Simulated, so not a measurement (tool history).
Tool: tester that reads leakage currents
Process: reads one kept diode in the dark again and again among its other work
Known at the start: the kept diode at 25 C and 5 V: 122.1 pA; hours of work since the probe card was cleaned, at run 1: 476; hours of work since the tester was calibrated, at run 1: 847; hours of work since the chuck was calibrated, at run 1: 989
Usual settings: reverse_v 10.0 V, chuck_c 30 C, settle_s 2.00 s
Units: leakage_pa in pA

run	hour	reverse_v	chuck_c	settle_s	hours of work since the probe card was cleaned	hours of work since the tester was calibrated	hours of work since the chuck was calibrated	leakage_pa
1	0.0	10.0	30	2.00	476	847	989	230.43
2	29.1	10.0	30	2.00	498	870	1012	229.79
# hour 33.4: chuck's temperature calibrated
3	63.6	10.0	30	2.00	523	895	23	238.68
4	80.2	10.0	30	2.00	536	907	36	237.72
5	113.5	10.0	30	2.00	561	933	62	238.22
6	140.4	10.0	33	2.00	582	954	82	295.29
7	167.0	10.0	33	2.00	603	974	103	295.68
8	188.2	10.0	30	2.00	619	990	119	238.39
9	214.3	10.0	30	2.36	639	1010	139	238.70
10	245.4	10.1	30	2.00	663	1034	163	238.92
11	266.2	10.1	30	2.00	679	1050	179	238.33
12	284.6	10.1	30	2.00	693	1064	193	239.93
13	316.7	10.0	30	2.00	718	1089	218	237.03
14	343.7	10.0	30	2.00	738	1110	238	237.20
15	373.7	10.0	30	2.00	761	1133	261	237.50
16	406.2	10.0	30	2.00	786	1158	286	238.26
17	427.4	10.0	30	2.00	803	1174	303	236.89
# hour 432.8: probe card cleaned and baked
18	464.3	10.0	30	1.27	24	1200	329	239.06
19	479.8	10.0	30	1.27	36	1212	340	238.93
20	505.2	10.0	30	1.27	56	1231	360	239.08
# hour 511.6: probe card cleaned and baked, once more
21	542.8	10.0	33	0.38	24	1258	387	290.61
22	578.1	2.8	33	0.38	51	1285	414	166.51
23	597.3	2.8	33	0.38	66	1300	428	166.42
24	625.2	2.1	43	6.01	87	1321	450	291.22
25	642.8	2.1	43	6.01	101	1335	463	289.66
26	657.3	1.6	54	6.01	112	1346	474	530.03
27	688.6	1.6	42	4.95	136	1370	498	240.54
28	706.7	13.7	30	2.00	150	1384	512	265.07
29	721.6	3.1	44	0.86	161	1395	524	366.35
30	738.1	3.1	29	0.86	174	1408	536	128.83
31	768.7	3.1	29	0.86	197	1431	560	129.37
32	789.9	10.0	35	2.00	214	1448	576	328.12
33	818.9	1.0	56	2.76	236	1470	598	484.15
34	840.2	1.0	56	1.94	252	1486	615	485.82
35	874.9	16.7	52	0.64	279	1513	641	1282.50
36	900.9	10.4	23	0.61	299	1533	661	142.09
37	922.3	10.4	23	0.61	315	1549	678	142.31
38	942.6	10.4	23	0.61	331	1565	693	141.44
39	961.3	2.3	57	2.00	345	1579	708	734.90

Take each entry between the runs: how does the hidden state at the last listed run before it differ from the hidden state at the first listed run after it?
From run 2 to run 3: chuck's temperature calibrated (hour 33.4)
  stray current of the dirty probe card, pA a volt: 0.301 -> 0.316; current scale over the true one, %: -0.58 -> -0.59; true chuck temperature over the reading, C: -0.64 -> -0.13
  the result without the hidden state subtracted from the measured one, leakage_pa: -9.37 -> -0.73 pA
From run 17 to run 18: probe card cleaned and baked (hour 432.8)
  stray current of the dirty probe card, pA a volt: 0.475 -> 0.65; current scale over the true one, %: -0.8 -> -0.82; true chuck temperature over the reading, C: -0.3 -> -0.31
  the result without the hidden state subtracted from the measured one, leakage_pa: -2.48 -> -1.06 pA
From run 20 to run 21: probe card cleaned and baked, once more (hour 511.6)
  stray current of the dirty probe card, pA a volt: 0.668 -> 0.038; current scale over the true one, %: -0.84 -> -0.86; true chuck temperature over the reading, C: -0.33 -> -0.35
  the result without the hidden state subtracted from the measured one, leakage_pa: -1.25 -> -9.59 pA
